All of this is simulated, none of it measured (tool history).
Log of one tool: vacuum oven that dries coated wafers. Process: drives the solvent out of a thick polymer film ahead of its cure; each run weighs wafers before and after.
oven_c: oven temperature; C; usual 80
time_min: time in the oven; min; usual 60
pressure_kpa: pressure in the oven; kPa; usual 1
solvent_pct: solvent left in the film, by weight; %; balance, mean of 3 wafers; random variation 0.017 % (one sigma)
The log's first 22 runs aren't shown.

run     day  oven_c  time_min  pressure_kpa  solvent_pct
 23   20.95      85        59          3.16         1.22
 24  21.862      85        59          3.16         1.21
 25  22.721      85        59          3.16         1.19
 26  23.458      85        59          3.16         1.19
 27   24.15      80        59          1.15         1.14
 28  25.438      80        59          1.15         1.17
 29  26.542      80        59          1.15         1.12
 30  27.283      76       102          2.85         1.26
 31  28.221      76       102          2.85         1.27
 32  29.479      73       102          1.22         0.86
 33  30.396      73        81          2.65         1.86
 34  31.438      66        81          2.65         3.09
 35  32.192      66        81          2.65         3.09
 36  32.883      68        50          2.65         4.55
 37   34.15      68        50          2.65         4.54

Run 38 comes next. What will it give?
 38  34.942      68        50          2.65            ?

solvent_pct: 4.56 %
Without the tool's hidden state the same run would have given solvent_pct 4.55 %.

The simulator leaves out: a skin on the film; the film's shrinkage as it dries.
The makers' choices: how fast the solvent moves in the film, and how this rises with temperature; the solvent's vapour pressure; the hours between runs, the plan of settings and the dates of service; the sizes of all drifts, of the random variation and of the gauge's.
